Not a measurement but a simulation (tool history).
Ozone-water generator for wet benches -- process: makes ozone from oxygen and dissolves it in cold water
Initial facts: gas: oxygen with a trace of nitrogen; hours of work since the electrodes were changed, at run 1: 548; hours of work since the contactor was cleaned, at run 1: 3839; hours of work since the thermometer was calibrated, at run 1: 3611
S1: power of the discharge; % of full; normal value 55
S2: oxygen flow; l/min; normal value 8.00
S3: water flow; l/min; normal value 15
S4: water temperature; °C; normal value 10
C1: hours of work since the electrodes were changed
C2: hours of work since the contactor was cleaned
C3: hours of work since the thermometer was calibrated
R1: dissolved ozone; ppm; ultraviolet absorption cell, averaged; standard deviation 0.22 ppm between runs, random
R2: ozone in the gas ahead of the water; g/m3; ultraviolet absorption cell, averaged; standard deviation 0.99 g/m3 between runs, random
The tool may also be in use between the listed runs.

run     day  S1     S2  S3  S4    C1    C2    C3    R1     R2
  1   0.000  55   8.00  15  10   548  3839  3611  32.6  169.9
  2   2.275  55   8.00  15  10   597  3888  3660  32.1  170.0
  3   5.846  55   8.00  15  10   674  3966  3738  32.0  170.3
  4   8.688  55  13.71  15  10   736  4028  3799  27.4  118.2
  5  11.346  55  13.71  15  10   794  4085  3857  27.4  118.2
  6  14.371  82  13.71  15  10   859  4151  3923  36.7  158.4
  7  16.767  55   8.00  15  10   911  4203  3975  32.0  169.2
     17.129  -- water thermometer calibrated
  8  20.050  55   8.00  10  10   982  4274    63  40.1  168.5
  9  23.367  55   8.00  10  10  1054  4346   135  40.7  169.2
 10  26.192  55   8.00  10  10  1115  4407   197  40.5  168.9
 11  29.071  55   8.00  10  10  1178  4469   259  40.0  166.5
 12  31.762  55   8.00  10  10  1236  4528   318  40.7  166.7
 13  34.404  55   8.00  10  10  1294  4585   375  40.5  167.0
 14  38.033  55   8.00  10  12  1372  4664   454  38.8  169.3
 15  41.696  59   9.65  10   5  1452  4743   533  44.5  154.8
 16  45.050  53   5.51  15  10  1525  4816   606  33.9  208.8
 17  47.288  53   5.51  15  10  1573  4865   654  33.9  207.9
 18  49.725  53   5.51  15  10  1626  4918   707  34.0  209.2
 19  53.238  53   5.51  15  10  1702  4994   783  33.8  209.6

Run 20 comes next. What will it give?
 20  56.254  53  5.51  15  10  1768  5059  849   ?   ?

Run 20 yielded R1 33.6 ppm, R2 208.1 g/m3.
Were there no unlogged condition in the tool, this run, its random variation unchanged, would have produced R1 33.6 ppm, R2 212.9 g/m3.
